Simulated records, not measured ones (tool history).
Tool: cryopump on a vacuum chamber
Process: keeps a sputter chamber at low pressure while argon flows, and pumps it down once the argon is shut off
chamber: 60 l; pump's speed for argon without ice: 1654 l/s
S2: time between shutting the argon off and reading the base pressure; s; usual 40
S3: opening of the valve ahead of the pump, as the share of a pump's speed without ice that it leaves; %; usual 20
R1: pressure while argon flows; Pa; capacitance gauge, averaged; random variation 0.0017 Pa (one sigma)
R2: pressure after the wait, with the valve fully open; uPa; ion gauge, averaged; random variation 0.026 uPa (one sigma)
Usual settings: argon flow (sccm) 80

run 1 hour=0.0 | argon_flow_(sccm)=80 S2=40 S3=20 | R1=0.4296 R2=3.88
run 2 hour=84.3 | argon_flow_(sccm)=80 S2=40 S3=23 | R1=0.3846 R2=4.11
run 3 hour=169.8 | argon_flow_(sccm)=80 S2=21 S3=23 | R1=0.3861 R2=5.03
run 4 hour=262.8 | argon_flow_(sccm)=32 S2=40 S3=20 | R1=0.1786 R2=4.48
run 5 hour=314.6 | argon_flow_(sccm)=32 S2=40 S3=20 | R1=0.1793 R2=4.64
run 6 hour=389.0 | argon_flow_(sccm)=32 S2=40 S3=20 | R1=0.1642 R2=3.44
run 7 hour=434.5 | argon_flow_(sccm)=32 S2=252 S3=20 | R1=0.1636 R2=2.74
run 8 hour=510.7 | argon_flow_(sccm)=32 S2=252 S3=20 | R1=0.1651 R2=2.95
run 9 hour=558.2 | argon_flow_(sccm)=45 S2=40 S3=20 | R1=0.2346 R2=1.08
run 10 hour=613.6 | argon_flow_(sccm)=45 S2=40 S3=57 | R1=0.0846 R2=1.09
run 11 hour=700.0 | argon_flow_(sccm)=48 S2=127 S3=18 | R1=0.2805 R2=0.60
run 12 hour=780.4 | argon_flow_(sccm)=48 S2=127 S3=18 | R1=0.2823 R2=0.67
run 13 hour=833.0 | argon_flow_(sccm)=80 S2=51 S3=26 | R1=0.3291 R2=1.08
run 14 hour=888.7 | argon_flow_(sccm)=80 S2=51 S3=26 | R1=0.3309 R2=1.11
run 15 hour=978.5 | argon_flow_(sccm)=80 S2=82 S3=29 | R1=0.3048 R2=0.91
run 16 hour=1050.0 | argon_flow_(sccm)=121 S2=33 S3=38 | R1=0.3640 R2=1.66
run 17 hour=1090.4 | argon_flow_(sccm)=65 S2=138 S3=52 | R1=0.1482 R2=0.89
run 18 hour=1155.7 | argon_flow_(sccm)=36 S2=40 S3=48 | R1=0.0896 R2=1.57

Not shown: 2 entries that the log had between the listed runs. Between which runs, and how does the tool's hidden state differ before and after?
Between runs 5 and 6: pump warmed up, emptied and cooled again (hour 349.2)
  pump's speed, % of a pump's without ice: 68.6 -> 98.6; cold plate's temperature, K: 12.65 -> 12.68; leak into the chamber, uPa l/s: 4134 -> 4188
  measured less the result without the state, R1: +0.0156 -> +0.0009 Pa; R2: +3.56 -> +2.40 uPa
Between runs 8 and 9: leaking fittings of the chamber tightened, without venting (hour 544.4)
  pump's speed, % of a pump's without ice: 94.9 -> 93.5; cold plate's temperature, K: 12.72 -> 12.73; leak into the chamber, uPa l/s: 4285 -> 340
  measured less the result without the state, R1: +0.0023 -> +0.0039 Pa; R2: +2.61 -> +0.04 uPa
